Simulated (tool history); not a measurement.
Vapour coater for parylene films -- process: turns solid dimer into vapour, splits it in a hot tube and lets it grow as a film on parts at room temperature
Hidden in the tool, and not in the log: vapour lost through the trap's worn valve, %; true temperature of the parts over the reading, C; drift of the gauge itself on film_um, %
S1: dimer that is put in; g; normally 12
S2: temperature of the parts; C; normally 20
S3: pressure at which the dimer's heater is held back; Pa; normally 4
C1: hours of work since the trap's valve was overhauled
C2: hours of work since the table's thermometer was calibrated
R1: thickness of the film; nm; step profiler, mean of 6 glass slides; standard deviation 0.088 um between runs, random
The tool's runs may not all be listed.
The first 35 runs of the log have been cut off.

run    hour  S1  S2    S3   C1    C2     R1
     1761.5  -- trap's valve overhauled
 36  1811.9  16  25  7.81   27   876  10230
 37  1845.9  16  25  7.81   45   893  10310
 38  1885.1   8  15  7.19   65   914   8420
 39  1933.7   8  16  7.19   91   940   7990
 40  2006.6   6  13  7.19  130   979   6680
 41    2063   6  13  5.87  160  1009   6680
 42  2120.1  11  15  6.47  190  1039  11570
 43  2189.6  11  27  3.92  227  1076   7050
 44  2224.2  11  27  3.92  245  1094   7060
 45  2274.4  11  14  3.92  272  1120  12370
 46  2326.5  19  20  7.66  299  1148  15260
 47  2385.5  19  13   2.2  331  1179  21180
 48  2443.1   7  27     4  361  1210   4450

Forecast each of these 3 alternatives for the next run:
  A  2476.6   5  19      4  379  1228   ?
  B  2476.6  12  23   7.29  379  1228   ?
  C  2476.6  12  15  10.41  379  1228   ?

run     R1
  A   4760
  B   8390
  C  11840
The same runs, with their run-to-run variation unchanged, on a tool lacking any hidden condition would have given:
run     R1
  A   4770
  B   8410
  C  11870
